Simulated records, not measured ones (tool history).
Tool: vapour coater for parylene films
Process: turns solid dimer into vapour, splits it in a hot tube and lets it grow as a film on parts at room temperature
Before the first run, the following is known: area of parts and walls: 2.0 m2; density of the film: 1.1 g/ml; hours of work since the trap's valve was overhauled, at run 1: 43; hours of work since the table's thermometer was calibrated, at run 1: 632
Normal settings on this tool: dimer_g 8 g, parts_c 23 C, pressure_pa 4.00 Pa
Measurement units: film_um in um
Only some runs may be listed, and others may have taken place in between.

run,hour,dimer_g,parts_c,pressure_pa,hours of work since the trap's valve was overhauled,hours of work since the table's thermometer was calibrated,film_um
1,0.0,8,23,4.00,43,632,2.07
2,24.6,8,23,4.00,57,645,2.04
3,56.5,8,18,4.00,74,663,2.20
4,81.4,8,18,4.00,88,677,2.22
5,123.9,8,18,4.00,112,701,2.21
6,160.5,8,26,4.00,132,721,1.88
7,186.9,8,19,4.00,147,736,2.09
8,214.8,8,19,4.00,163,751,2.13
9,249.5,8,19,4.00,182,771,2.09
10,285.5,8,19,4.00,202,791,2.04
11,308.2,8,19,4.00,215,803,2.03
12,347.7,8,19,4.00,237,825,2.03
13,377.4,8,19,4.00,253,842,2.00
14,396.7,8,19,4.00,264,853,2.03
15,417.4,8,19,4.00,275,864,1.98
16,437.9,8,19,4.00,287,876,1.98
17,475.7,8,19,4.00,308,897,1.95
18,511.7,8,19,4.00,328,917,1.94
19,550.3,8,19,4.00,349,938,1.92
20,581.0,8,19,4.00,367,955,1.91
# hour 602.7: trap's valve overhauled
21,624.8,8,19,4.00,12,977,2.21
# hour 629.1: table's thermometer calibrated
22,647.7,8,19,4.00,25,10,2.18
23,677.5,8,23,3.30,41,27,2.01
# hour 691.6: table's thermometer calibrated, once more
24,701.3,6,34,3.98,54,5,1.27
25,741.2,6,34,2.22,76,28,1.28
26,764.8,3,31,4.00,89,41,0.64
27,785.0,8,18,4.00,100,52,2.24
28,825.3,8,30,4.70,123,74,1.73
29,862.5,8,30,4.70,144,95,1.71
30,898.1,8,30,4.70,163,115,1.69
31,931.8,8,19,6.34,182,134,2.01
32,953.0,8,19,6.34,194,146,1.99
33,988.9,12,23,4.00,214,166,2.88
34,1022.1,12,23,4.00,232,184,2.84

Run 35 comes next. What will it give?
35,1040.5,12,23,4.00,243,194,?

Run 35 produced film_um 2.82 um.
With the hidden condition absent and the run-to-run variation left alone, this run would have shown film_um 3.13 um.
